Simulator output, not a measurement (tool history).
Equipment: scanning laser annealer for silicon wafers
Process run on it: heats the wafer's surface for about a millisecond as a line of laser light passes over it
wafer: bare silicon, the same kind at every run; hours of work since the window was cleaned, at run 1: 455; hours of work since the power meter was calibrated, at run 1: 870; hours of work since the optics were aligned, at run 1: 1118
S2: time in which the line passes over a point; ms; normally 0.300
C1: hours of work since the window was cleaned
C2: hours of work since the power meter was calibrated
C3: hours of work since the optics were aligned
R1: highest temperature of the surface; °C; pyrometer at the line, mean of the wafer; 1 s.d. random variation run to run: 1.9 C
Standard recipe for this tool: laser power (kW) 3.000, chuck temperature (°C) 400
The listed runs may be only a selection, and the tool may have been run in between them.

{"run": 1, "hour": 0.0, "laser power (kW)": 3.0, "S2": 0.3, "chuck temperature (°C)": 400, "C1": 455, "C2": 870, "C3": 1118, "R1": 1093}
{"run": 2, "hour": 43.4, "laser power (kW)": 3.0, "S2": 0.3, "chuck temperature (°C)": 400, "C1": 479, "C2": 894, "C3": 1142, "R1": 1089}
{"run": 3, "hour": 97.2, "laser power (kW)": 3.0, "S2": 0.3, "chuck temperature (°C)": 400, "C1": 509, "C2": 924, "C3": 1172, "R1": 1089}
{"run": 4, "hour": 129.3, "laser power (kW)": 3.0, "S2": 0.3, "chuck temperature (°C)": 400, "C1": 527, "C2": 942, "C3": 1190, "R1": 1087}
{"run": 5, "hour": 174.0, "laser power (kW)": 3.0, "S2": 0.3, "chuck temperature (°C)": 400, "C1": 552, "C2": 967, "C3": 1215, "R1": 1081}
{"run": 6, "hour": 198.3, "laser power (kW)": 3.0, "S2": 0.3, "chuck temperature (°C)": 403, "C1": 565, "C2": 981, "C3": 1229, "R1": 1089}
{"run": 7, "hour": 222.0, "laser power (kW)": 2.903, "S2": 0.3, "chuck temperature (°C)": 400, "C1": 578, "C2": 994, "C3": 1242, "R1": 1061}
{"run": 8, "hour": 267.3, "laser power (kW)": 3.0, "S2": 0.333, "chuck temperature (°C)": 400, "C1": 604, "C2": 1019, "C3": 1267, "R1": 1116}
{"run": 9, "hour": 311.5, "laser power (kW)": 3.0, "S2": 0.333, "chuck temperature (°C)": 400, "C1": 628, "C2": 1044, "C3": 1292, "R1": 1115}
{"run": 10, "hour": 335.0, "laser power (kW)": 3.0, "S2": 0.333, "chuck temperature (°C)": 400, "C1": 641, "C2": 1057, "C3": 1305, "R1": 1112}
{"hour": 352.9, "done": "window over the wafer cleaned"}
{"run": 11, "hour": 368.8, "laser power (kW)": 3.0, "S2": 0.333, "chuck temperature (°C)": 400, "C1": 9, "C2": 1074, "C3": 1322, "R1": 1152}
{"run": 12, "hour": 395.0, "laser power (kW)": 3.0, "S2": 0.349, "chuck temperature (°C)": 400, "C1": 23, "C2": 1089, "C3": 1337, "R1": 1171}
{"run": 13, "hour": 436.6, "laser power (kW)": 3.0, "S2": 0.308, "chuck temperature (°C)": 400, "C1": 47, "C2": 1112, "C3": 1360, "R1": 1125}
{"run": 14, "hour": 463.8, "laser power (kW)": 3.0, "S2": 0.3, "chuck temperature (°C)": 400, "C1": 62, "C2": 1127, "C3": 1375, "R1": 1114}
{"run": 15, "hour": 507.3, "laser power (kW)": 3.0, "S2": 0.3, "chuck temperature (°C)": 400, "C1": 86, "C2": 1151, "C3": 1400, "R1": 1117}
{"run": 16, "hour": 558.3, "laser power (kW)": 3.0, "S2": 0.3, "chuck temperature (°C)": 400, "C1": 114, "C2": 1180, "C3": 1428, "R1": 1112}
{"run": 17, "hour": 595.7, "laser power (kW)": 3.0, "S2": 0.3, "chuck temperature (°C)": 400, "C1": 135, "C2": 1201, "C3": 1449, "R1": 1112}
{"run": 18, "hour": 630.7, "laser power (kW)": 3.0, "S2": 0.3, "chuck temperature (°C)": 400, "C1": 155, "C2": 1220, "C3": 1468, "R1": 1114}
{"run": 19, "hour": 668.5, "laser power (kW)": 3.0, "S2": 0.297, "chuck temperature (°C)": 400, "C1": 176, "C2": 1241, "C3": 1489, "R1": 1104}
{"run": 20, "hour": 698.6, "laser power (kW)": 3.0, "S2": 0.297, "chuck temperature (°C)": 400, "C1": 192, "C2": 1258, "C3": 1506, "R1": 1104}
{"run": 21, "hour": 753.0, "laser power (kW)": 3.0, "S2": 0.27, "chuck temperature (°C)": 369, "C1": 223, "C2": 1288, "C3": 1536, "R1": 1042}
{"run": 22, "hour": 792.8, "laser power (kW)": 3.038, "S2": 0.3, "chuck temperature (°C)": 428, "C1": 245, "C2": 1310, "C3": 1559, "R1": 1140}
{"hour": 820.8, "done": "optics aligned, line set to its width"}
{"run": 23, "hour": 828.0, "laser power (kW)": 3.0, "S2": 0.3, "chuck temperature (°C)": 408, "C1": 262, "C2": 1327, "C3": 4, "R1": 1124}
{"run": 24, "hour": 859.1, "laser power (kW)": 3.0, "S2": 0.3, "chuck temperature (°C)": 408, "C1": 279, "C2": 1345, "C3": 21, "R1": 1122}
{"run": 25, "hour": 905.5, "laser power (kW)": 2.565, "S2": 0.3, "chuck temperature (°C)": 408, "C1": 305, "C2": 1370, "C3": 47, "R1": 1018}
{"run": 26, "hour": 946.0, "laser power (kW)": 2.683, "S2": 0.264, "chuck temperature (°C)": 410, "C1": 327, "C2": 1393, "C3": 70, "R1": 1007}
{"run": 27, "hour": 971.5, "laser power (kW)": 2.683, "S2": 0.264, "chuck temperature (°C)": 410, "C1": 342, "C2": 1407, "C3": 84, "R1": 1011}
{"run": 28, "hour": 1006.0, "laser power (kW)": 2.696, "S2": 0.373, "chuck temperature (°C)": 410, "C1": 361, "C2": 1426, "C3": 103, "R1": 1119}
{"run": 29, "hour": 1051.7, "laser power (kW)": 2.682, "S2": 0.373, "chuck temperature (°C)": 410, "C1": 386, "C2": 1452, "C3": 129, "R1": 1107}
{"run": 30, "hour": 1084.6, "laser power (kW)": 3.162, "S2": 0.373, "chuck temperature (°C)": 380, "C1": 405, "C2": 1470, "C3": 147, "R1": 1205}
{"run": 31, "hour": 1131.4, "laser power (kW)": 3.162, "S2": 0.373, "chuck temperature (°C)": 380, "C1": 431, "C2": 1496, "C3": 173, "R1": 1203}
{"run": 32, "hour": 1179.3, "laser power (kW)": 3.171, "S2": 0.3, "chuck temperature (°C)": 414, "C1": 457, "C2": 1523, "C3": 200, "R1": 1154}
{"run": 33, "hour": 1222.8, "laser power (kW)": 3.0, "S2": 0.3, "chuck temperature (°C)": 389, "C1": 482, "C2": 1547, "C3": 224, "R1": 1090}
{"run": 34, "hour": 1254.7, "laser power (kW)": 2.811, "S2": 0.273, "chuck temperature (°C)": 391, "C1": 499, "C2": 1565, "C3": 242, "R1": 1017}
{"run": 35, "hour": 1297.6, "laser power (kW)": 2.652, "S2": 0.31, "chuck temperature (°C)": 375, "C1": 523, "C2": 1589, "C3": 265, "R1": 1001}
{"run": 36, "hour": 1348.8, "laser power (kW)": 2.652, "S2": 0.31, "chuck temperature (°C)": 375, "C1": 552, "C2": 1617, "C3": 294, "R1": 1001}
{"run": 37, "hour": 1395.4, "laser power (kW)": 2.652, "S2": 0.31, "chuck temperature (°C)": 375, "C1": 578, "C2": 1643, "C3": 320, "R1": 1002}
{"run": 38, "hour": 1422.4, "laser power (kW)": 2.633, "S2": 0.213, "chuck temperature (°C)": 362, "C1": 593, "C2": 1658, "C3": 335, "R1": 878}
{"run": 39, "hour": 1473.7, "laser power (kW)": 3.0, "S2": 0.369, "chuck temperature (°C)": 400, "C1": 621, "C2": 1687, "C3": 364, "R1": 1162}

Entry by entry between the runs, the difference in hidden state between the last listed run before and the first listed run after:
Between runs 10 and 11: window over the wafer cleaned (hour 352.9)
  light that passes the window, % of a clean one's: 94.28 -> 99.92; laser's true power over the reading, %: 0.83 -> 0.84; width of the line over the set one, %: 3.27 -> 3.31
  difference, measured minus the result without the unlogged condition, R1: -50 -> -8 °C
Between runs 22 and 23: optics aligned, line set to its width (hour 820.8)
  light that passes the window, % of a clean one's: 97.81 -> 97.67; laser's true power over the reading, %: 0.97 -> 0.98; width of the line over the set one, %: 3.89 -> 0.23
  difference, measured minus the result without the unlogged condition, R1: -24 -> -11 °C
